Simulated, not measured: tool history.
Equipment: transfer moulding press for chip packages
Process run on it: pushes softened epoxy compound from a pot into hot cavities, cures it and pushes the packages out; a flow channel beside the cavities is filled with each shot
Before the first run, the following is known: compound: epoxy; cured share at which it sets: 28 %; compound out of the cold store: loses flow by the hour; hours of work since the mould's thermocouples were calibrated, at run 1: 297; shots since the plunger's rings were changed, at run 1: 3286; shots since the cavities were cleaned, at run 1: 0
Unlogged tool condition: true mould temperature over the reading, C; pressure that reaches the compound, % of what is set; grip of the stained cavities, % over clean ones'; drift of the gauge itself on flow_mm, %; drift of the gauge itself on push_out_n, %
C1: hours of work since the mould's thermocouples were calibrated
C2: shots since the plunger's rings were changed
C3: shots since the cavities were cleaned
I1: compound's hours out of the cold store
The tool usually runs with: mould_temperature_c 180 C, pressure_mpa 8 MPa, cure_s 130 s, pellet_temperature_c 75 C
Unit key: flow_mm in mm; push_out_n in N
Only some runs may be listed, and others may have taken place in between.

run 1 day=0 | mould_temperature_c=180 pressure_mpa=8 cure_s=130 pellet_temperature_c=75 | C1=297 C2=3286 C3=0 | I1=13.2 | flow_mm=905 push_out_n=357
run 2 day=0.567 | mould_temperature_c=180 pressure_mpa=8 cure_s=130 pellet_temperature_c=75 | C1=306 C2=3406 C3=120 | I1=21 | flow_mm=876 push_out_n=398
run 3 day=0.992 | mould_temperature_c=180 pressure_mpa=8 cure_s=130 pellet_temperature_c=70 | C1=313 C2=3496 C3=210 | I1=45.6 | flow_mm=796 push_out_n=381
run 4 day=1.558 | mould_temperature_c=180 pressure_mpa=8 cure_s=130 pellet_temperature_c=70 | C1=321 C2=3616 C3=330 | I1=45.5 | flow_mm=800 push_out_n=423
run 5 day=2.029 | mould_temperature_c=180 pressure_mpa=8 cure_s=130 pellet_temperature_c=74 | C1=329 C2=3715 C3=429 | I1=46.3 | flow_mm=797 push_out_n=437
run 6 day=2.488 | mould_temperature_c=180 pressure_mpa=8 cure_s=128 pellet_temperature_c=75 | C1=336 C2=3812 C3=526 | I1=27.3 | flow_mm=852 push_out_n=491
-- day=2.65 plunger's sealing rings changed
run 7 day=2.929 | mould_temperature_c=180 pressure_mpa=8 cure_s=128 pellet_temperature_c=75 | C1=341 C2=59 C3=597 | I1=47.7 | flow_mm=818 push_out_n=461
run 8 day=3.258 | mould_temperature_c=180 pressure_mpa=8 cure_s=128 pellet_temperature_c=75 | C1=346 C2=129 C3=667 | I1=11.6 | flow_mm=932 push_out_n=516
run 9 day=3.679 | mould_temperature_c=180 pressure_mpa=8 cure_s=128 pellet_temperature_c=77 | C1=353 C2=217 C3=755 | I1=22 | flow_mm=898 push_out_n=500
run 10 day=4.196 | mould_temperature_c=180 pressure_mpa=8 cure_s=130 pellet_temperature_c=75 | C1=361 C2=326 C3=864 | I1=35.3 | flow_mm=851 push_out_n=515
run 11 day=4.65 | mould_temperature_c=180 pressure_mpa=8 cure_s=130 pellet_temperature_c=75 | C1=368 C2=423 C3=961 | I1=13 | flow_mm=928 push_out_n=524
-- day=5.329 cavities cleaned with cleaning compound and waxed
run 12 day=5.362 | mould_temperature_c=180 pressure_mpa=8 cure_s=130 pellet_temperature_c=71 | C1=378 C2=560 C3=7 | I1=14.7 | flow_mm=921 push_out_n=334
run 13 day=5.708 | mould_temperature_c=180 pressure_mpa=8.78 cure_s=130 pellet_temperature_c=75 | C1=384 C2=633 C3=80 | I1=39.4 | flow_mm=880 push_out_n=358
run 14 day=6.196 | mould_temperature_c=180 pressure_mpa=8.78 cure_s=130 pellet_temperature_c=75 | C1=392 C2=735 C3=182 | I1=12.9 | flow_mm=974 push_out_n=396
run 15 day=6.754 | mould_temperature_c=180 pressure_mpa=8.78 cure_s=130 pellet_temperature_c=75 | C1=400 C2=853 C3=300 | I1=16.9 | flow_mm=951 push_out_n=415
run 16 day=7.275 | mould_temperature_c=185 pressure_mpa=9.99 cure_s=134 pellet_temperature_c=67 | C1=408 C2=963 C3=410 | I1=41.9 | flow_mm=908 push_out_n=383
run 17 day=7.833 | mould_temperature_c=180 pressure_mpa=6.77 cure_s=130 pellet_temperature_c=75 | C1=417 C2=1081 C3=528 | I1=13.1 | flow_mm=851 push_out_n=446
run 18 day=8.483 | mould_temperature_c=180 pressure_mpa=6.77 cure_s=117 pellet_temperature_c=80 | C1=427 C2=1219 C3=666 | I1=34.4 | flow_mm=781 push_out_n=540
run 19 day=8.871 | mould_temperature_c=186 pressure_mpa=7.67 cure_s=129 pellet_temperature_c=75 | C1=434 C2=1301 C3=748 | I1=48 | flow_mm=773 push_out_n=406
run 20 day=9.367 | mould_temperature_c=186 pressure_mpa=7.67 cure_s=129 pellet_temperature_c=75 | C1=441 C2=1405 C3=852 | I1=47.5 | flow_mm=774 push_out_n=415
run 21 day=9.829 | mould_temperature_c=180 pressure_mpa=8.19 cure_s=123 pellet_temperature_c=75 | C1=449 C2=1504 C3=951 | I1=24.3 | flow_mm=888 push_out_n=564
run 22 day=10.288 | mould_temperature_c=180 pressure_mpa=8.19 cure_s=123 pellet_temperature_c=75 | C1=456 C2=1600 C3=1047 | I1=33.7 | flow_mm=859 push_out_n=556
-- day=10.496 cavities cleaned with cleaning compound and waxed
run 23 day=10.938 | mould_temperature_c=183 pressure_mpa=8.55 cure_s=123 pellet_temperature_c=73 | C1=465 C2=1724 C3=93 | I1=10.2 | flow_mm=945 push_out_n=360
run 24 day=11.492 | mould_temperature_c=183 pressure_mpa=8.55 cure_s=123 pellet_temperature_c=73 | C1=474 C2=1841 C3=210 | I1=16.8 | flow_mm=923 push_out_n=381
run 25 day=12.1 | mould_temperature_c=178 pressure_mpa=8.27 cure_s=130 pellet_temperature_c=75 | C1=483 C2=1969 C3=338 | I1=18.2 | flow_mm=921 push_out_n=465
run 26 day=12.483 | mould_temperature_c=178 pressure_mpa=8.27 cure_s=130 pellet_temperature_c=75 | C1=489 C2=2050 C3=419 | I1=15.7 | flow_mm=932 push_out_n=500
run 27 day=12.962 | mould_temperature_c=184 pressure_mpa=8 cure_s=130 pellet_temperature_c=76 | C1=497 C2=2152 C3=521 | I1=19.5 | flow_mm=876 push_out_n=407
run 28 day=13.333 | mould_temperature_c=180 pressure_mpa=7.53 cure_s=130 pellet_temperature_c=75 | C1=502 C2=2230 C3=599 | I1=22.1 | flow_mm=854 push_out_n=493
run 29 day=13.767 | mould_temperature_c=178 pressure_mpa=8 cure_s=130 pellet_temperature_c=75 | C1=509 C2=2322 C3=691 | I1=36.3 | flow_mm=842 push_out_n=503

Each row is a separate what-if for the run after 29, all from the same tool condition, not one after another. Results?
run A day=14.15 | mould_temperature_c=177 pressure_mpa=6.05 cure_s=130 pellet_temperature_c=69 | C1=515 C2=2403 C3=772 | I1=14.1 | flow_mm=? push_out_n=?
run B day=14.15 | mould_temperature_c=180 pressure_mpa=8.37 cure_s=130 pellet_temperature_c=71 | C1=515 C2=2403 C3=772 | I1=33.3 | flow_mm=? push_out_n=?
run C day=14.15 | mould_temperature_c=180 pressure_mpa=7.46 cure_s=118 pellet_temperature_c=74 | C1=515 C2=2403 C3=772 | I1=26.3 | flow_mm=? push_out_n=?

run=A flow_mm=803 push_out_n=623
run=B flow_mm=863 push_out_n=490
run=C flow_mm=835 push_out_n=593
With the hidden condition removed and each run's random variation left untouched, the same runs would have given:
run=A flow_mm=820 push_out_n=392
run=B flow_mm=882 push_out_n=318
run=C flow_mm=853 push_out_n=378

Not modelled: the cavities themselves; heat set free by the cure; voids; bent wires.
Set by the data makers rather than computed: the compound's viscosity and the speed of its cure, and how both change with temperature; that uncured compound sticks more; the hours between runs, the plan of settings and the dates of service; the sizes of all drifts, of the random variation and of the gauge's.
